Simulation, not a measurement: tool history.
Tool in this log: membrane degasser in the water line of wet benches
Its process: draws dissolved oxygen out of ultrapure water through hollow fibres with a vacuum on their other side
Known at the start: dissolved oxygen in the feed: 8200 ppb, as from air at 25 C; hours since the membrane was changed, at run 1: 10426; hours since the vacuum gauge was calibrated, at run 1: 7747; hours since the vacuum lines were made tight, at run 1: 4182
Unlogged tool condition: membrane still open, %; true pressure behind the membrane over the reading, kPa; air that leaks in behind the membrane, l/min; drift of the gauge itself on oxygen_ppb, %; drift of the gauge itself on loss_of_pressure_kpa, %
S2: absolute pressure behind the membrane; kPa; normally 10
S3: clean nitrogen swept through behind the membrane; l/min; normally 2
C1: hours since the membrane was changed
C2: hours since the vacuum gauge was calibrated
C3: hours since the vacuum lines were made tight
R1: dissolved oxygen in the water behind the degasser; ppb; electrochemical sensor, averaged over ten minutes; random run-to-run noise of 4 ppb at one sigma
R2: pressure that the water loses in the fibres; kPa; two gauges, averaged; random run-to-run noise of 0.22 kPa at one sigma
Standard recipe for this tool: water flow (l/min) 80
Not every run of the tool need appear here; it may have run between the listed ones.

run 1 hour=0 | water_flow_(l/min)=80 S2=10 S3=2 | C1=10426 C2=7747 C3=4182 | R1=568.4 R2=60.81
run 2 hour=258.7 | water_flow_(l/min)=80 S2=10 S3=2 | C1=10685 C2=8006 C3=4440 | R1=553.7 R2=60.93
-- hour=304.3 vacuum gauge calibrated
run 3 hour=452.7 | water_flow_(l/min)=80 S2=10 S3=2 | C1=10878 C2=148 C3=4634 | R1=575.3 R2=61.61
run 4 hour=679.6 | water_flow_(l/min)=80 S2=10 S3=2 | C1=11105 C2=375 C3=4861 | R1=590.2 R2=61.22
run 5 hour=1014 | water_flow_(l/min)=80 S2=10 S3=2 | C1=11440 C2=710 C3=5195 | R1=582.1 R2=61.82
run 6 hour=1339.9 | water_flow_(l/min)=80 S2=10 S3=2 | C1=11765 C2=1036 C3=5521 | R1=582.9 R2=62.01
run 7 hour=1543.7 | water_flow_(l/min)=80 S2=10 S3=2 | C1=11969 C2=1239 C3=5725 | R1=589.4 R2=62.03
run 8 hour=1767.2 | water_flow_(l/min)=80 S2=10 S3=2 | C1=12193 C2=1463 C3=5948 | R1=590.7 R2=61.98
run 9 hour=1940 | water_flow_(l/min)=80 S2=10 S3=2 | C1=12366 C2=1636 C3=6121 | R1=586.8 R2=62.43
run 10 hour=2108.5 | water_flow_(l/min)=80 S2=10 S3=2 | C1=12534 C2=1804 C3=6290 | R1=588.3 R2=62.49
-- hour=2166.6 vacuum gauge calibrated, once more
-- hour=2266.4 seals of the vacuum lines changed
run 11 hour=2338.5 | water_flow_(l/min)=70 S2=20.2 S3=2 | C1=12762 C2=170 C3=72 | R1=1089 R2=54.91
run 12 hour=2652.9 | water_flow_(l/min)=52 S2=8.7 S3=1.99 | C1=13076 C2=484 C3=386 | R1=304.6 R2=40.89
run 13 hour=2925.6 | water_flow_(l/min)=52 S2=8.7 S3=1.99 | C1=13349 C2=757 C3=659 | R1=303.2 R2=40.94
run 14 hour=3086.4 | water_flow_(l/min)=80 S2=9 S3=3.71 | C1=13509 C2=918 C3=820 | R1=275 R2=63.27
-- hour=3217.8 membrane cartridge changed
run 15 hour=3399.4 | water_flow_(l/min)=80 S2=9 S3=3.71 | C1=182 C2=1227 C3=1129 | R1=272 R2=55.21
run 16 hour=3582.6 | water_flow_(l/min)=103 S2=10.1 S3=1.13 | C1=365 C2=1410 C3=1312 | R1=948.2 R2=70.32
run 17 hour=3767.3 | water_flow_(l/min)=80 S2=7 S3=2 | C1=550 C2=1595 C3=1497 | R1=304.6 R2=55.19
run 18 hour=3928.6 | water_flow_(l/min)=76 S2=7 S3=1.42 | C1=711 C2=1756 C3=1658 | R1=380.3 R2=52.47
run 19 hour=4134.7 | water_flow_(l/min)=80 S2=15.3 S3=0.98 | C1=917 C2=1962 C3=1864 | R1=1447 R2=55.5

Below, some changes in R1 between adjacent runs. For each, the amount present without the hidden state too (settings, incoming material, random variation) and the amount remaining for the hidden state with gauge scatter not shared by both compared results:
Run 10 -> 11: water flow (l/min) 80 -> 70, S2 10 -> 20.2, vacuum gauge calibrated, once more, seals of the vacuum lines changed. R1 +500.7 ppb: hidden state -67.7, all else +568.4.
Run 18 -> 19: water flow (l/min) 76 -> 80, S2 7 -> 15.3, S3 1.42 -> 0.98. R1 +1066.7 ppb: hidden state +1.6, all else +1065.1.
